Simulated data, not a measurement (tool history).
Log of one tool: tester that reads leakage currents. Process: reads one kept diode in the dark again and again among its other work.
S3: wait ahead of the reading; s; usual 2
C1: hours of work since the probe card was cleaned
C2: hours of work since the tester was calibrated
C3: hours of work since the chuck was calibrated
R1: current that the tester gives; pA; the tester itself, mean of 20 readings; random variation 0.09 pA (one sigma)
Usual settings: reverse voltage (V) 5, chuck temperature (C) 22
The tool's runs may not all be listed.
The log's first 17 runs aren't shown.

Run 18, day 94.292: usual settings but chuck temperature (C) 50; C1 758; C2 2499; C3 632. Result: R1 271.34 pA.
Run 19, day 102.208: usual settings but reverse voltage (V) 15.66; C1 856; C2 2597; C3 730. Result: R1 48.03 pA.
Run 20, day 109.408: usual settings but reverse voltage (V) 15.66; C1 945; C2 2686; C3 819. Result: R1 49.35 pA.
Run 21, day 113.088: usual settings but reverse voltage (V) 15.66, chuck temperature (C) 33, S3 1.07 s; C1 991; C2 2731; C3 864. Result: R1 119.45 pA.
At day 115.492: chuck's temperature calibrated.
Run 22, day 118.883: usual settings but reverse voltage (V) 15.66, chuck temperature (C) 33, S3 1.07 s; C1 1061; C2 2802; C3 42. Result: R1 103.22 pA.
Run 23, day 122.767: usual settings but reverse voltage (V) 3.21; C1 1110; C2 2850; C3 90. Result: R1 22.37 pA.
Run 24, day 128.171: usual settings but reverse voltage (V) 13.52, chuck temperature (C) 56, S3 0.55 s; C1 1176; C2 2917; C3 157. Result: R1 554.3 pA.
Run 25, day 132.404: usual settings but reverse voltage (V) 10.67, chuck temperature (C) 55, S3 0.72 s; C1 1229; C2 2970; C3 209. Result: R1 476.78 pA.
Run 26, day 137.412: usual settings but reverse voltage (V) 10.39; C1 1291; C2 3032; C3 271. Result: R1 37.74 pA.
Run 27, day 144.071: usual settings but reverse voltage (V) 10.39; C1 1373; C2 3114; C3 354. Result: R1 38.5 pA.
Run 28, day 151.95: usual settings but reverse voltage (V) 10.53, S3 0.45 s; C1 1471; C2 3212; C3 451. Result: R1 45.87 pA.
Run 29, day 159.625: usual settings but reverse voltage (V) 10.53, S3 0.45 s; C1 1566; C2 3307; C3 546. Result: R1 46.67 pA.
Run 30, day 163.55: usual settings but reverse voltage (V) 1.66, chuck temperature (C) 26, S3 2.01 s; C1 1615; C2 3355; C3 595. Result: R1 27.13 pA.
Run 31, day 168.196: usual settings but reverse voltage (V) 1.65, chuck temperature (C) 54, S3 1.12 s; C1 1672; C2 3413; C3 653. Result: R1 245.73 pA.
Run 32, day 172.008: usual settings but reverse voltage (V) 19.73, chuck temperature (C) 55, S3 1.12 s; C1 1719; C2 3460; C3 700. Result: R1 651.42 pA.
Run 33, day 175.892: usual settings but reverse voltage (V) 5.84, chuck temperature (C) 58, S3 1.12 s; C1 1767; C2 3508; C3 748. Result: R1 519.67 pA.
Run 34, day 182.288: usual settings but reverse voltage (V) 4.83, S3 0.45 s; C1 1847; C2 3587; C3 827. Result: R1 33.88 pA.
At day 187.962: chuck's temperature calibrated.
Run 35, day 190.117: usual settings but reverse voltage (V) 8.03, chuck temperature (C) 32; C1 1942; C2 3683; C3 27. Result: R1 73 pA.
Run 36, day 194.292: usual settings but chuck temperature (C) 27, S3 0.9 s; C1 1994; C2 3735; C3 78. Result: R1 41.86 pA.

Forecast run 37:
Run 37, day 198.025: usual settings but reverse voltage (V) 1.11, chuck temperature (C) 58; C1 2040; C2 3781; C3 125. Result: R1 ?.

Run 37 gave R1 259.96 pA.
Without the tool's hidden state the same run would have given R1 255.86 pA.

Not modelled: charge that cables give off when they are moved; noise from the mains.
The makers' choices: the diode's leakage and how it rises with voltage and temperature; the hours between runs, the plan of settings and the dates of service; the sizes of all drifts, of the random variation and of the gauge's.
